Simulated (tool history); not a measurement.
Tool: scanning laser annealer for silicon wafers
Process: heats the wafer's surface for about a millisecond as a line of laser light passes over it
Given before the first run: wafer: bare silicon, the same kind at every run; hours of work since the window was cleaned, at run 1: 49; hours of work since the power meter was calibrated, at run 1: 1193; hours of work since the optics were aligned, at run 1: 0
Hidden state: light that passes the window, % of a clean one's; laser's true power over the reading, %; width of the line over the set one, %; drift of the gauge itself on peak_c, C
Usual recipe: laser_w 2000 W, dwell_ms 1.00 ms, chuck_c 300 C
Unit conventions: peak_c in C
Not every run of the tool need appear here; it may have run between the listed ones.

run    hour  laser_w  dwell_ms  chuck_c  hours of work since the window was cleaned  hours of work since the power meter was calibrated  hours of work since the optics were aligned  peak_c
  1     0.0     2000      1.00      300                                          49                                                1193                                            0    1114
  2    80.4     2000      1.00      300                                          93                                                1237                                           44    1109
  3   155.3     2000      1.00      300                                         134                                                1278                                           85    1104
  4   224.5     2000      1.00      300                                         171                                                1316                                          122    1101
  5   268.8     2000      1.00      300                                         195                                                1340                                          146    1099
  6   323.8     2000      1.00      300                                         225                                                1370                                          176    1097
  7   393.1     2000      1.00      300                                         263                                                1408                                          214    1093
  8   477.7     1783      1.00      300                                         309                                                1454                                          260    1006
  9   552.2     2000      1.00      300                                         350                                                1494                                          301    1089
 10   636.3     2000      1.00      300                                         396                                                1540                                          347    1086
 11   680.3     1778      1.00      300                                         420                                                1564                                          371     996
 12   726.2     1778      1.00      300                                         445                                                1589                                          396     993
 13   812.3     1778      1.00      300                                         492                                                1636                                          443     989
 14   876.2     2000      1.00      274                                         526                                                1671                                          477    1044
 15   967.6     1821      0.91      314                                         576                                                1721                                          527     984
 16  1019.6     1738      0.83      280                                         605                                                1749                                          556     888

Expected results for the next run?
     1069.3  -- window over the wafer cleaned
 17  1073.4     2191      0.88      287                                           2                                                1777                                          584       ?

{"run 17": {"peak_c": 1112}}
Without the tool's hidden state the same run would have given peak_c 1134 C.
